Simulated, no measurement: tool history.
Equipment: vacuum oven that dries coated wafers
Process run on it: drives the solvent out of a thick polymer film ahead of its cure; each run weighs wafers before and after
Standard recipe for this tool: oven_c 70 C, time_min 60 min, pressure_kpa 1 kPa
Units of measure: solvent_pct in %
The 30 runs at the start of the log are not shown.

{"run": 31, "hour": 343.5, "oven_c": 57, "time_min": 97, "pressure_kpa": 0.7, "solvent_pct": 3.52}
{"run": 32, "hour": 356.6, "oven_c": 71, "time_min": 106, "pressure_kpa": 2.15, "solvent_pct": 1.01}
{"run": 33, "hour": 367.3, "oven_c": 73, "time_min": 31, "pressure_kpa": 1.72, "solvent_pct": 5.42}
{"run": 34, "hour": 374.8, "oven_c": 73, "time_min": 30, "pressure_kpa": 1.02, "solvent_pct": 5.51}
{"run": 35, "hour": 389.0, "oven_c": 70, "time_min": 34, "pressure_kpa": 2.9, "solvent_pct": 6.01}
{"run": 36, "hour": 398.9, "oven_c": 70, "time_min": 44, "pressure_kpa": 1, "solvent_pct": 4.14}
{"run": 37, "hour": 410.5, "oven_c": 62, "time_min": 41, "pressure_kpa": 3.29, "solvent_pct": 7.55}
{"run": 38, "hour": 422.1, "oven_c": 79, "time_min": 32, "pressure_kpa": 1.25, "solvent_pct": 3.51}
{"run": 39, "hour": 429.3, "oven_c": 79, "time_min": 60, "pressure_kpa": 1.25, "solvent_pct": 1}
{"run": 40, "hour": 442.0, "oven_c": 79, "time_min": 96, "pressure_kpa": 2.26, "solvent_pct": 0.59}
{"run": 41, "hour": 449.1, "oven_c": 84, "time_min": 32, "pressure_kpa": 2.26, "solvent_pct": 2.49}
{"run": 42, "hour": 458.3, "oven_c": 84, "time_min": 44, "pressure_kpa": 0.7, "solvent_pct": 1.16}
{"run": 43, "hour": 471.7, "oven_c": 70, "time_min": 60, "pressure_kpa": 1, "solvent_pct": 2.57}
{"run": 44, "hour": 486.7, "oven_c": 70, "time_min": 60, "pressure_kpa": 1, "solvent_pct": 2.58}
{"run": 45, "hour": 500.6, "oven_c": 70, "time_min": 60, "pressure_kpa": 1, "solvent_pct": 2.56}
{"run": 46, "hour": 511.3, "oven_c": 68, "time_min": 46, "pressure_kpa": 1, "solvent_pct": 4.54}
{"run": 47, "hour": 520.1, "oven_c": 70, "time_min": 82, "pressure_kpa": 0.62, "solvent_pct": 1.28}

Branching from run 47: 4 alternative next runs. What would each branch give?
{"run": "A", "hour": 532.5, "oven_c": 70, "time_min": 32, "pressure_kpa": 1, "solvent_pct": "?"}
{"run": "B", "hour": 532.5, "oven_c": 57, "time_min": 106, "pressure_kpa": 0.53, "solvent_pct": "?"}
{"run": "C", "hour": 532.5, "oven_c": 58, "time_min": 82, "pressure_kpa": 0.62, "solvent_pct": "?"}
{"run": "D", "hour": 532.5, "oven_c": 70, "time_min": 37, "pressure_kpa": 0.62, "solvent_pct": "?"}

run=A solvent_pct=5.97
run=B solvent_pct=3.11
run=C solvent_pct=4.16
run=D solvent_pct=5.03
Without the tool's hidden state the same runs would have given:
run=A solvent_pct=5.63
run=B solvent_pct=2.8
run=C solvent_pct=3.82
run=D solvent_pct=4.7
